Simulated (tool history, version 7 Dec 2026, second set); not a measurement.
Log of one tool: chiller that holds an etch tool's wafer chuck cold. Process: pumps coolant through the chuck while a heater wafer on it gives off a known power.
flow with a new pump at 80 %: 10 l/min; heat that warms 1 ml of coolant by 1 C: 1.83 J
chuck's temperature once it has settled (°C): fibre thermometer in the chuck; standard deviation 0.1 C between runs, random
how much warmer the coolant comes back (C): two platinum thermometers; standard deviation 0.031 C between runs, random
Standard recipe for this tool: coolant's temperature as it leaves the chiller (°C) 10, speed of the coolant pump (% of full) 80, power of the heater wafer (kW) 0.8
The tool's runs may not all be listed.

run    hour  coolant's temperature as it leaves the chiller (°C)  speed of the coolant pump (% of full)  power of the heater wafer (kW)  chuck's temperature once it has settled (°C)  how much warmer the coolant comes back (C)
  1       0                                                   10                                     80                             0.8                                          16.3                                        2.62
  2    80.9                                                   10                                     80                             0.8                                          16.3                                         2.6
  3   160.5                                                   10                                     80                           0.814                                          16.3                                        2.64
  4   234.4                                                   10                                     80                           0.547                                          14.2                                        1.81
  5   276.1                                                   10                                     80                           0.547                                            14                                        1.72
  6   330.4                                                   10                                     80                           0.547                                          14.2                                         1.7
  7   379.2                                                   10                                     80                           0.547                                          14.1                                        1.71
  8     426                                                   10                                     80                             0.8                                          16.4                                        2.55
  9   503.8                                                    9                                     80                             0.8                                          15.3                                        2.56
 10   567.2                                                    9                                     80                             0.8                                          15.3                                        2.49
 11     636                                                    9                                     80                             0.8                                          15.3                                        2.54
 12     711                                                   15                                     80                             0.8                                          21.1                                         2.5
 13   774.3                                                   10                                     80                           1.185                                          19.3                                        3.74
 14   810.4                                                   10                                     69                             0.8                                          17.2                                        2.97
 15   845.8                                                   10                                     69                             0.8                                          17.1                                        2.88
 16   925.2                                                   10                                     69                             0.8                                            17                                        2.92
 17   979.9                                                   17                                     89                           0.675                                          21.9                                        1.84
 18  1040.7                                                   13                                     62                            1.12                                          23.8                                        4.65
 19  1075.3                                                   13                                     62                            1.12                                          23.9                                        4.54
 20  1136.2                                                   13                                     62                            1.12                                          23.6                                        4.65
 21  1196.6                                                    8                                     75                            1.12                                          17.2                                        3.78
 22  1266.8                                                    8                                     75                            1.12                                          17.1                                        3.68

For run 23, what comes out?
 23  1321                                                   16                                     97                           0.545                                             ?                                           ?

{"run 23": {"chuck's temperature once it has settled (°C)": 19.7, "how much warmer the coolant comes back (C)": 1.21}}
If the tool had no hidden condition, the same run with the same run-to-run variation would have returned chuck's temperature once it has settled (°C) 19.6, how much warmer the coolant comes back (C) 1.43.

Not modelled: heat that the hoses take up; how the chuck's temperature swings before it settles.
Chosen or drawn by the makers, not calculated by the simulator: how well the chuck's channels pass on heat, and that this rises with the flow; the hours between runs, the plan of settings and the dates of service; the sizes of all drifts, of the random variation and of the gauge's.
